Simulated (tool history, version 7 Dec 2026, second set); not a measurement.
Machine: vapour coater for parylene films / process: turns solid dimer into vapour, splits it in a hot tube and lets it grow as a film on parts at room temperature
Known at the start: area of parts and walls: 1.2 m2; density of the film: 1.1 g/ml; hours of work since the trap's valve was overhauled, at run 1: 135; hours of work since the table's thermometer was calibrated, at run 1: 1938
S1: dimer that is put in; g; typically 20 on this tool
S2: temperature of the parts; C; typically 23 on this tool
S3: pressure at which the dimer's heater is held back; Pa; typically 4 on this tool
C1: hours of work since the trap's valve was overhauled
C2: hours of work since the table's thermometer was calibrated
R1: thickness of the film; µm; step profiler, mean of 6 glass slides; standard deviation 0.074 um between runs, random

run	hour	S1	S2	S3	C1	C2	R1
1	0	20	23	4	135	1938	8.92
2	40.6	20	34	4	162	1965	5.32
3	107	20	34	4	207	2010	5.36
4	139.5	20	34	4	228	2031	5.39
5	183.8	20	34	4	258	2061	5.41
6	246.4	20	34	4	300	2103	5.31
7	301.3	20	34	4	336	2139	5.41
8	370.6	20	34	4	382	2186	5.32
9	418.9	20	23	4	415	2218	8.77
10	459.3	20	23	4	442	2245	8.88
11	532.5	20	23	4	491	2294	8.98
12	575.7	20	23	8.94	519	2323	7.88
13	646	20	21	8.94	566	2369	8.59
# hour 691.6: trap's valve overhauled
14	700.9	20	29	8.94	6	2404	5.95
15	736.8	20	23	4	30	2427	9.05
16	768	8	23	4	51	2448	3.59
# hour 779.7: table's thermometer calibrated
17	840.6	9	23	2.19	99	41	4.34
18	892.4	20	16	7.42	133	75	11.33
19	967.8	25	16	3.83	184	126	15.63
20	1027.3	20	23	3.57	223	165	9.14
21	1075.2	17	24	4	255	197	7.26
22	1124.3	17	24	4	288	230	7.21
23	1162.6	21	18	4	314	256	11.58
24	1195.2	21	18	4	336	277	11.66
25	1259.1	13	20	8.54	378	320	5.84
26	1318.2	13	20	8.54	418	360	5.92
27	1392.2	12	24	3.04	467	409	5.32
28	1465.2	14	23	7.84	516	458	5.63
29	1508.2	20	16	8.63	545	486	10.9

What if the next run were any one of these 5? Each begins from the tool's condition after run 29:
# hour 1584.2: trap's valve overhauled
A	1586.8	8	16	8.63	2	536	?
# hour 1584.2: trap's valve overhauled
B	1586.8	10	16	8.46	2	536	?
# hour 1584.2: trap's valve overhauled
C	1586.8	33	33	9.24	2	536	?
# hour 1584.2: trap's valve overhauled
D	1586.8	20	23	8.63	2	536	?
# hour 1584.2: trap's valve overhauled
E	1586.8	10	21	3.94	2	536	?

run	R1
A	4.33
B	5.43
C	8.16
D	7.89
E	4.84
Without the tool's unlogged condition, the same runs would have read:
run	R1
A	4.33
B	5.43
C	8.16
D	7.89
E	4.85
